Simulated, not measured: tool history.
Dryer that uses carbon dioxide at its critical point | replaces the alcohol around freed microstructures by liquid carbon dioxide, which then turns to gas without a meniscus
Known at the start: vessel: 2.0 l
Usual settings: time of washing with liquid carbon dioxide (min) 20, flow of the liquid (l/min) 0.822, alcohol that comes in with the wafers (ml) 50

| run | hour | time of washing with liquid carbon dioxide (min) | flow of the liquid (l/min) | alcohol that comes in with the wafers (ml) | alcohol left in the vessel before it's heated (ppm by volume) |
|---|---|---|---|---|---|
| 1 | 0.0 | 20 | 0.822 | 50 | 131 |
| 2 | 15.3 | 20 | 0.822 | 50 | 121 |
| 3 | 26.3 | 20 | 0.822 | 50 | 125 |
| 4 | 40.5 | 20 | 0.822 | 50 | 133 |
| 5 | 58.2 | 20 | 0.822 | 50 | 136 |
| 6 | 73.7 | 20 | 0.822 | 50 | 142 |
| 7 | 86.2 | 20 | 0.822 | 50 | 144 |
| 8 | 99.8 | 20 | 0.822 | 50 | 132 |
| 9 | 114.7 | 20 | 0.822 | 50 | 132 |
| 10 | 126.7 | 28 | 0.822 | 50 | 98 |
| 11 | 135.4 | 20 | 0.965 | 50 | 107 |
| 12 | 143.0 | 20 | 0.822 | 23 | 115 |
| 13 | 156.4 | 20 | 0.822 | 50 | 145 |
| 14 | 167.9 | 20 | 0.822 | 50 | 146 |
| 15 | 176.0 | 13 | 0.822 | 50 | 569 |
| 16 | 194.2 | 20 | 0.822 | 54 | 155 |
| 17 | 209.2 | 20 | 0.822 | 49 | 160 |
| 18 | 221.9 | 20 | 0.822 | 50 | 157 |
| 19 | 236.7 | 29 | 1.009 | 50 | 99 |
| 20 | 247.1 | 12 | 0.822 | 50 | 766 |
| 21 | 257.1 | 12 | 0.822 | 50 | 793 |
| 22 | 264.8 | 23 | 0.946 | 50 | 115 |
| 23 | 281.4 | 23 | 0.946 | 50 | 114 |
| 24 | 297.9 | 23 | 0.822 | 29 | 119 |
| 25 | 309.7 | 30 | 0.535 | 83 | 211 |
| 26 | 321.8 | 30 | 0.535 | 41 | 161 |
| 27 | 335.4 | 30 | 0.535 | 41 | 163 |
| 28 | 343.8 | 20 | 1.253 | 75 | 112 |
| 29 | 352.2 | 20 | 0.878 | 95 | 207 |
| 30 | 363.7 | 13 | 0.809 | 50 | 698 |
| 31 | 380.5 | 14 | 0.590 | 50 | 1365 |
|  | 390.8 | inlet filter changed |
| 32 | 398.5 | 20 | 0.688 | 50 | 205 |
| 33 | 410.6 | 30 | 0.822 | 78 | 115 |
| 34 | 418.8 | 30 | 0.512 | 113 | 210 |
| 35 | 432.8 | 14 | 0.822 | 85 | 514 |

4 ways to go on from here, each from the tool as it stands after run 35. What would each give?
| A | 445.0 | 14 | 0.715 | 48 | ? |
| B | 445.0 | 31 | 0.736 | 40 | ? |
| C | 445.0 | 13 | 0.822 | 22 | ? |
| D | 445.0 | 14 | 0.747 | 32 | ? |

| run | alcohol left in the vessel before it's heated (ppm by volume) |
|---|---|
| A | 516 |
| B | 132 |
| C | 261 |
| D | 348 |
Without the tool's hidden state the same runs would have given:
| run | alcohol left in the vessel before it's heated (ppm by volume) |
|---|---|
| A | 383 |
| B | 14 |
| C | 138 |
| D | 219 |

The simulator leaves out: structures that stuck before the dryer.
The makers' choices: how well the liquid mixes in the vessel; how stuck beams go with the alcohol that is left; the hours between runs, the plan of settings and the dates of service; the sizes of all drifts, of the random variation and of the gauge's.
